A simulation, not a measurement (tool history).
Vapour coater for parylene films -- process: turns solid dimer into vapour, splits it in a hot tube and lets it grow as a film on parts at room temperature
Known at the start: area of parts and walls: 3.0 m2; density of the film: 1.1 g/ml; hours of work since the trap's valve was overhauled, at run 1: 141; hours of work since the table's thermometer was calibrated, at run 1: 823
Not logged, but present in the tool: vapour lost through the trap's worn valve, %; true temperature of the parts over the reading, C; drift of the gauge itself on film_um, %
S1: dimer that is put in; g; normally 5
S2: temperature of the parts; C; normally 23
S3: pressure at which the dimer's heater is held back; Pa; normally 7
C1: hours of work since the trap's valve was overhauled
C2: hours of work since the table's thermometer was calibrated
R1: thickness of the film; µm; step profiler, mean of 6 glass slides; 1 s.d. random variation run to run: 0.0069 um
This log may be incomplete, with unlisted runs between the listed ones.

run 1 hour=0 | S1=5 S2=23 S3=7 | C1=141 C2=823 | R1=0.762
run 2 hour=27.5 | S1=4 S2=23 S3=7 | C1=157 C2=838 | R1=0.616
run 3 hour=56.6 | S1=4 S2=23 S3=7 | C1=173 C2=854 | R1=0.615
run 4 hour=89.2 | S1=5 S2=24 S3=7 | C1=191 C2=873 | R1=0.748
run 5 hour=126.7 | S1=5 S2=24 S3=7 | C1=213 C2=894 | R1=0.719
run 6 hour=151 | S1=5 S2=24 S3=7 | C1=226 C2=908 | R1=0.728
-- hour=159.6 trap's valve overhauled
run 7 hour=171.8 | S1=5 S2=24 S3=7 | C1=7 C2=917 | R1=0.761
run 8 hour=195.7 | S1=5 S2=24 S3=7 | C1=20 C2=931 | R1=0.76
run 9 hour=214.6 | S1=5 S2=24 S3=7 | C1=31 C2=941 | R1=0.768
run 10 hour=234.5 | S1=5 S2=24 S3=7 | C1=42 C2=952 | R1=0.76
run 11 hour=258 | S1=3 S2=24 S3=7 | C1=55 C2=966 | R1=0.437
run 12 hour=280.4 | S1=3 S2=24 S3=7 | C1=68 C2=978 | R1=0.445
run 13 hour=309.3 | S1=3 S2=24 S3=7 | C1=84 C2=994 | R1=0.458
run 14 hour=329.3 | S1=3 S2=24 S3=7 | C1=96 C2=1006 | R1=0.435
-- hour=332.9 table's thermometer calibrated
run 15 hour=366.6 | S1=3 S2=30 S3=4.22 | C1=116 C2=19 | R1=0.391
run 16 hour=382.6 | S1=3 S2=30 S3=4.22 | C1=125 C2=28 | R1=0.385
run 17 hour=412.6 | S1=3 S2=30 S3=6.11 | C1=142 C2=45 | R1=0.356
run 18 hour=433 | S1=3 S2=16 S3=5.85 | C1=153 C2=56 | R1=0.616
run 19 hour=451 | S1=5 S2=15 S3=4.19 | C1=164 C2=67 | R1=1.17
-- hour=461.5 table's thermometer calibrated, once more
run 20 hour=472.5 | S1=5 S2=26 S3=7 | C1=175 C2=6 | R1=0.677
run 21 hour=497.7 | S1=2 S2=20 S3=4.5 | C1=189 C2=20 | R1=0.382
run 22 hour=532.1 | S1=2 S2=20 S3=4.5 | C1=209 C2=40 | R1=0.378
run 23 hour=559 | S1=4 S2=30 S3=4.5 | C1=224 C2=55 | R1=0.514
-- hour=572.8 trap's valve overhauled
run 24 hour=581.5 | S1=4 S2=30 S3=4.5 | C1=5 C2=65 | R1=0.535
run 25 hour=613.5 | S1=4 S2=27 S3=4.5 | C1=23 C2=83 | R1=0.598
run 26 hour=630.1 | S1=4 S2=34 S3=7.37 | C1=32 C2=93 | R1=0.409
run 27 hour=658.8 | S1=4 S2=34 S3=7.37 | C1=48 C2=109 | R1=0.403
run 28 hour=680.8 | S1=5 S2=16 S3=6.16 | C1=61 C2=121 | R1=1.087

Results per run with the tool's hidden condition removed, run-to-run variation unchanged:
run=1 R1=0.801
run=2 R1=0.649
run=3 R1=0.652
run=4 R1=0.795
run=5 R1=0.77
run=6 R1=0.782
run=7 R1=0.776
run=8 R1=0.779
run=9 R1=0.789
run=10 R1=0.782
run=11 R1=0.452
run=12 R1=0.462
run=13 R1=0.477
run=14 R1=0.455
run=15 R1=0.412
run=16 R1=0.408
run=17 R1=0.378
run=18 R1=0.658
run=19 R1=1.251
run=20 R1=0.711
run=21 R1=0.403
run=22 R1=0.4
run=23 R1=0.546
run=24 R1=0.539
run=25 R1=0.605
run=26 R1=0.415
run=27 R1=0.411
run=28 R1=1.111
